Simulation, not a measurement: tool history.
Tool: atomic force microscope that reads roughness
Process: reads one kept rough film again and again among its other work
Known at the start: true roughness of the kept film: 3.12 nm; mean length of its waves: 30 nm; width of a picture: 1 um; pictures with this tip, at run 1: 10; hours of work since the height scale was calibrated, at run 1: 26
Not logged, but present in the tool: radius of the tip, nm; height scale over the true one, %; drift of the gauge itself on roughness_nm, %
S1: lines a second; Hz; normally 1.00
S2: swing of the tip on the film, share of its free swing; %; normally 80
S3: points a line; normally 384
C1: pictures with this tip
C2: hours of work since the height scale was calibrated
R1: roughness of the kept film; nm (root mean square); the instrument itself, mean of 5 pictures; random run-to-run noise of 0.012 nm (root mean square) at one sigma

{"run": 1, "day": 0.0, "S1": 1.0, "S2": 80, "S3": 384, "C1": 10, "C2": 26, "R1": 2.67}
{"run": 2, "day": 0.85, "S1": 1.0, "S2": 80, "S3": 384, "C1": 45, "C2": 38, "R1": 2.526}
{"run": 3, "day": 1.433, "S1": 1.0, "S2": 80, "S3": 384, "C1": 68, "C2": 47, "R1": 2.438}
{"day": 2.2, "done": "new tip fitted"}
{"run": 4, "day": 2.242, "S1": 1.0, "S2": 80, "S3": 384, "C1": 1, "C2": 59, "R1": 2.727}
{"run": 5, "day": 3.142, "S1": 1.0, "S2": 80, "S3": 384, "C1": 38, "C2": 72, "R1": 2.534}
{"run": 6, "day": 3.729, "S1": 1.0, "S2": 72, "S3": 384, "C1": 61, "C2": 81, "R1": 2.475}
{"run": 7, "day": 4.45, "S1": 1.0, "S2": 80, "S3": 384, "C1": 90, "C2": 91, "R1": 2.306}
{"day": 4.675, "done": "new tip fitted"}
{"run": 8, "day": 5.042, "S1": 1.0, "S2": 80, "S3": 384, "C1": 15, "C2": 100, "R1": 2.636}
{"run": 9, "day": 5.854, "S1": 1.0, "S2": 87, "S3": 384, "C1": 47, "C2": 112, "R1": 2.438}
{"run": 10, "day": 6.483, "S1": 1.0, "S2": 87, "S3": 384, "C1": 73, "C2": 121, "R1": 2.307}
{"day": 7.158, "done": "new tip fitted"}
{"run": 11, "day": 7.162, "S1": 1.0, "S2": 80, "S3": 344, "C1": 0, "C2": 131, "R1": 2.735}
{"run": 12, "day": 7.942, "S1": 1.0, "S2": 80, "S3": 344, "C1": 31, "C2": 143, "R1": 2.567}
{"run": 13, "day": 8.342, "S1": 1.0, "S2": 80, "S3": 344, "C1": 47, "C2": 149, "R1": 2.501}
{"run": 14, "day": 8.883, "S1": 1.0, "S2": 80, "S3": 389, "C1": 69, "C2": 157, "R1": 2.425}
{"day": 9.625, "done": "new tip fitted"}
{"run": 15, "day": 9.738, "S1": 1.0, "S2": 80, "S3": 389, "C1": 4, "C2": 169, "R1": 2.727}
{"run": 16, "day": 10.462, "S1": 1.0, "S2": 80, "S3": 384, "C1": 33, "C2": 180, "R1": 2.579}
{"run": 17, "day": 11.096, "S1": 1.0, "S2": 80, "S3": 384, "C1": 59, "C2": 189, "R1": 2.467}
{"run": 18, "day": 11.829, "S1": 0.9, "S2": 63, "S3": 271, "C1": 88, "C2": 200, "R1": 2.396}
{"day": 12.104, "done": "new tip fitted"}
{"run": 19, "day": 12.408, "S1": 1.11, "S2": 80, "S3": 356, "C1": 13, "C2": 209, "R1": 2.64}
{"run": 20, "day": 13.088, "S1": 1.66, "S2": 80, "S3": 384, "C1": 40, "C2": 219, "R1": 2.44}
{"run": 21, "day": 13.996, "S1": 1.66, "S2": 80, "S3": 384, "C1": 76, "C2": 232, "R1": 2.283}
{"run": 22, "day": 14.408, "S1": 1.66, "S2": 80, "S3": 384, "C1": 93, "C2": 238, "R1": 2.214}
{"day": 14.621, "done": "new tip fitted"}
{"run": 23, "day": 15.092, "S1": 1.37, "S2": 82, "S3": 439, "C1": 18, "C2": 248, "R1": 2.579}
{"run": 24, "day": 15.654, "S1": 1.37, "S2": 82, "S3": 439, "C1": 41, "C2": 257, "R1": 2.466}
{"run": 25, "day": 16.146, "S1": 1.11, "S2": 65, "S3": 553, "C1": 61, "C2": 264, "R1": 2.521}
{"run": 26, "day": 16.546, "S1": 1.11, "S2": 65, "S3": 553, "C1": 77, "C2": 270, "R1": 2.464}
{"day": 17.104, "done": "new tip fitted"}
{"run": 27, "day": 17.212, "S1": 1.7, "S2": 65, "S3": 845, "C1": 5, "C2": 279, "R1": 2.761}
{"run": 28, "day": 17.754, "S1": 1.81, "S2": 80, "S3": 384, "C1": 26, "C2": 287, "R1": 2.489}
{"run": 29, "day": 18.158, "S1": 1.81, "S2": 80, "S3": 384, "C1": 42, "C2": 293, "R1": 2.443}
{"run": 30, "day": 18.954, "S1": 1.0, "S2": 72, "S3": 393, "C1": 74, "C2": 305, "R1": 2.44}
{"run": 31, "day": 19.333, "S1": 1.0, "S2": 72, "S3": 393, "C1": 90, "C2": 311, "R1": 2.367}

For some of the steps in R1 from one run to the next: how much would appear even if the tool had no hidden state, given the settings, what came in and random variation, and how much remains for the hidden state plus any gauge scatter that the measured result and the result without hidden state don't share?
Run 7 -> 8: new tip fitted. R1 +0.330 nm (root mean square): hidden state +0.332, all else -0.002.
Run 10 -> 11: S2 87 -> 80, S3 384 -> 344, new tip fitted. R1 +0.428 nm (root mean square): hidden state +0.364, all else +0.064.
Run 18 -> 19: S1 0.90 -> 1.11, S2 63 -> 80, S3 271 -> 356, new tip fitted. R1 +0.244 nm (root mean square): hidden state +0.359, all else -0.115.
Run 22 -> 23: S1 1.66 -> 1.37, S2 80 -> 82, S3 384 -> 439, new tip fitted. R1 +0.365 nm (root mean square): hidden state +0.332, all else +0.033.
Run 26 -> 27: S1 1.11 -> 1.70, S3 553 -> 845, new tip fitted. R1 +0.297 nm (root mean square): hidden state +0.348, all else -0.051.
